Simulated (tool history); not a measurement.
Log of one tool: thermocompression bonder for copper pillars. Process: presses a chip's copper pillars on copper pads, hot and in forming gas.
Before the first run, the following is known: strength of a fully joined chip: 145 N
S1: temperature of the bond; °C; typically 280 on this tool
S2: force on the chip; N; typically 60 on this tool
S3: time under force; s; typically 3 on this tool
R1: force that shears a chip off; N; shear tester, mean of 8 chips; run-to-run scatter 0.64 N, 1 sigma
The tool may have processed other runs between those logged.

run	day	S1	S2	S3	R1
1	0.000	280	60	3	105.4
# day 1.412: forming gas filter changed
2	2.646	280	60	3	106.9
3	4.204	280	60	3	107.5
4	7.112	280	60	3	106.7
5	9.854	280	60	6	123.1
6	11.412	305	60	3	124.6
7	15.017	305	60	3	124.5
8	17.321	305	60	3	124.8
# day 17.775: forming gas filter changed
9	20.958	305	60	3	128.0
10	23.550	305	60	3	127.3
11	26.754	280	60	3	108.0
12	29.288	280	89	3	120.4
13	32.142	280	60	3	108.4
# day 34.396: forming gas filter changed
14	34.521	280	60	3	109.5
15	38.233	280	52	3	106.2
16	40.204	280	47	5	114.4
17	43.275	282	66	3	114.7
18	44.967	280	60	3	110.5
19	48.292	280	60	2	100.4
# day 50.812: forming gas filter changed
20	51.788	280	60	2	101.6
21	54.204	280	60	2	102.1
22	56.200	292	80	3	128.0
23	58.933	280	50	3	106.9
24	62.188	256	60	4	98.0
# day 65.154: heater calibrated with a thermocouple chip
25	65.725	256	60	4	88.1
# day 67.304: forming gas filter changed
26	68.992	305	64	3	125.0
27	72.229	305	64	3	126.4
28	75.208	305	64	3	125.7

Consider 3 possible next runs. They are alternatives, not a sequence: every one starts from the tool as it was left by run 28. What does each give?
A	77.512	262	60	3	?
B	77.512	260	60	3	?
C	77.512	256	43	4	?

run	R1
A	87.8
B	86.4
C	77.6
The same runs, with their run-to-run variation unchanged, on a tool lacking any hidden condition would have given:
run	R1
A	84.6
B	83.1
C	74.3
